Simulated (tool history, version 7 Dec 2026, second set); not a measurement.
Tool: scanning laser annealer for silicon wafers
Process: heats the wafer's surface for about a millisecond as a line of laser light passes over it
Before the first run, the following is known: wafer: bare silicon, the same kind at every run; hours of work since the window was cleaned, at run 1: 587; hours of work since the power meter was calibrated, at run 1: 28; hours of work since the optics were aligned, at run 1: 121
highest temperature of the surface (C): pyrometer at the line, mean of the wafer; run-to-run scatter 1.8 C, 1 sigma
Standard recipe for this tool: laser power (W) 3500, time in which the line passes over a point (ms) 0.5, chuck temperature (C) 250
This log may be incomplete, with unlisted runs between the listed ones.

run,day,laser power (W),time in which the line passes over a point (ms),chuck temperature (C),hours of work since the window was cleaned,hours of work since the power meter was calibrated,hours of work since the optics were aligned,highest temperature of the surface (C)
1,0,3500,0.5,250,587,28,121,1029
2,0.296,3500,0.5,250,592,32,126,1025
# day 0.629: window over the wafer cleaned
3,0.762,3500,0.553,250,2,38,131,1096
4,1.054,3500,0.5,250,6,42,135,1050
5,1.317,3500,0.5,250,10,45,139,1050
6,1.717,3500,0.5,250,15,51,144,1050
7,2.025,3500,0.5,250,19,55,149,1050
8,2.258,3650,0.5,250,23,58,152,1085
9,2.558,3650,0.5,250,27,63,156,1082
10,2.912,3650,0.5,250,32,67,161,1085
11,3.108,3052,0.5,250,35,70,164,942
12,3.425,3052,0.5,250,39,75,168,942
13,3.829,3052,0.5,250,45,80,174,944
14,4.179,3052,0.5,250,49,85,179,939
15,4.504,3052,0.594,250,54,90,183,1014
16,4.842,3052,0.594,250,59,94,188,1012
17,5.2,3567,0.5,250,64,99,193,1061
18,5.588,3567,0.5,250,69,105,198,1063
19,5.996,3567,0.5,250,75,110,204,1062
20,6.404,3500,0.5,241,80,116,210,1036
21,6.721,3500,0.5,250,85,121,214,1047
22,7.004,3538,0.534,233,89,125,218,1069
23,7.379,3423,0.534,233,94,130,223,1041
24,7.592,3500,0.439,222,97,133,226,958
25,7.912,3384,0.484,277,102,137,231,1032
26,8.292,3384,0.484,277,107,142,236,1026
27,8.508,3028,0.398,213,110,146,239,809
28,8.846,3028,0.398,213,115,150,244,814
29,9.075,3453,0.385,213,118,153,247,886
30,9.4,3453,0.374,213,122,158,251,875
31,9.725,3434,0.465,275,127,162,256,1020
32,10.1,3663,0.356,241,132,168,261,926
33,10.454,3663,0.537,214,137,173,266,1079
34,10.833,3500,0.5,243,142,178,271,1037
35,11.029,3319,0.501,246,145,181,274,996
36,11.392,3319,0.501,246,150,186,279,997
37,11.65,3325,0.501,246,154,189,283,999
38,11.883,3825,0.501,246,157,193,286,1116
39,12.204,3825,0.501,246,161,197,290,1116
40,12.554,3825,0.501,246,166,202,295,1113
41,12.833,3500,0.613,268,170,206,299,1159

Forecast each of these 3 alternatives for the next run:
A,13.021,3023,0.422,277,173,208,302,?
B,13.021,3500,0.613,240,173,208,302,?
C,13.021,3092,0.407,227,173,208,302,?

run,highest temperature of the surface (C)
A,895
B,1129
C,846
Without the tool's hidden state the same runs would have given:
run,highest temperature of the surface (C)
A,905
B,1143
C,856
